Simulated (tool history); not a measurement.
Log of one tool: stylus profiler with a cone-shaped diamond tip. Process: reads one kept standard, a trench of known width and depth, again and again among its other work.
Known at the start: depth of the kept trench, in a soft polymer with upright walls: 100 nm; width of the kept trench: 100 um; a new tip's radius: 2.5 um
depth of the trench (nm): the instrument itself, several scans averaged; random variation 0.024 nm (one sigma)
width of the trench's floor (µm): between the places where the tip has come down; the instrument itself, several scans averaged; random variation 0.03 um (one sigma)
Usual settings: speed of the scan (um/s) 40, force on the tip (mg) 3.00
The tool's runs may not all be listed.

| run | hour | speed of the scan (um/s) | force on the tip (mg) | depth of the trench (nm) | width of the trench's floor (µm) |
|---|---|---|---|---|---|
| 1 | 0.0 | 40 | 3.00 | 101.41 | 98.17 |
| 2 | 20.1 | 40 | 3.00 | 101.38 | 98.21 |
| 3 | 30.4 | 40 | 3.00 | 101.40 | 98.15 |
| 4 | 43.8 | 40 | 3.00 | 101.39 | 98.14 |
| 5 | 60.1 | 40 | 3.00 | 101.44 | 98.12 |
| 6 | 71.1 | 40 | 3.00 | 101.39 | 98.25 |
| 7 | 87.7 | 40 | 3.00 | 101.44 | 98.11 |
| 8 | 100.3 | 93 | 3.00 | 101.41 | 97.88 |
| 9 | 110.5 | 93 | 3.00 | 101.45 | 97.88 |
| 10 | 126.2 | 40 | 1.66 | 100.97 | 98.08 |
| 11 | 135.0 | 40 | 1.66 | 100.98 | 98.05 |
| 12 | 149.3 | 40 | 6.90 | 102.37 | 98.14 |
| 13 | 162.2 | 40 | 6.90 | 102.40 | 98.14 |
| 14 | 174.7 | 40 | 6.90 | 102.41 | 98.18 |
| 15 | 190.5 | 40 | 6.90 | 102.43 | 98.15 |
| 16 | 206.3 | 40 | 3.00 | 101.41 | 98.09 |
| 17 | 223.5 | 40 | 3.00 | 101.44 | 98.05 |
| 18 | 242.5 | 49 | 3.00 | 101.45 | 98.05 |
| 19 | 261.2 | 49 | 2.70 | 101.39 | 98.04 |
| 20 | 275.0 | 49 | 2.70 | 101.33 | 98.03 |
| 21 | 292.9 | 49 | 2.70 | 101.33 | 98.00 |
| 22 | 311.0 | 10 | 5.62 | 102.13 | 98.21 |
| 23 | 327.6 | 16 | 3.03 | 101.41 | 98.16 |
| 24 | 346.4 | 16 | 3.03 | 101.42 | 98.12 |
| 25 | 355.6 | 78 | 3.49 | 101.58 | 97.89 |
|  | 357.4 | height scale calibrated on a step standard |
| 26 | 371.4 | 12 | 5.27 | 102.14 | 98.17 |
| 27 | 388.8 | 12 | 2.55 | 101.42 | 98.18 |
|  | 394.2 | height scale calibrated on a step standard, once more |
| 28 | 401.6 | 18 | 3.40 | 101.43 | 98.11 |
| 29 | 421.7 | 47 | 2.81 | 101.20 | 97.96 |
| 30 | 437.0 | 47 | 2.81 | 101.25 | 97.93 |
| 31 | 452.8 | 28 | 4.40 | 101.71 | 98.08 |
| 32 | 464.6 | 38 | 7.62 | 102.44 | 98.07 |
| 33 | 485.2 | 38 | 7.62 | 102.46 | 98.04 |
| 34 | 503.1 | 38 | 7.62 | 102.46 | 97.98 |
| 35 | 519.3 | 16 | 2.55 | 101.19 | 98.08 |
| 36 | 530.3 | 26 | 5.94 | 102.08 | 98.09 |
| 37 | 548.8 | 26 | 5.94 | 102.08 | 98.09 |
| 38 | 568.8 | 21 | 5.68 | 102.02 | 98.07 |
| 39 | 583.6 | 127 | 5.68 | 102.02 | 97.72 |
| 40 | 599.7 | 23 | 1.16 | 100.69 | 97.95 |
| 41 | 613.9 | 36 | 5.99 | 102.10 | 98.04 |

Forecast run 42:
| 42 | 631.2 | 36 | 5.99 | ? | ? |

depth of the trench (nm): 102.13
width of the trench's floor (µm): 98.01
Without the tool's hidden state the same run would have given depth of the trench (nm) 102.10, width of the trench's floor (µm) 98.49.

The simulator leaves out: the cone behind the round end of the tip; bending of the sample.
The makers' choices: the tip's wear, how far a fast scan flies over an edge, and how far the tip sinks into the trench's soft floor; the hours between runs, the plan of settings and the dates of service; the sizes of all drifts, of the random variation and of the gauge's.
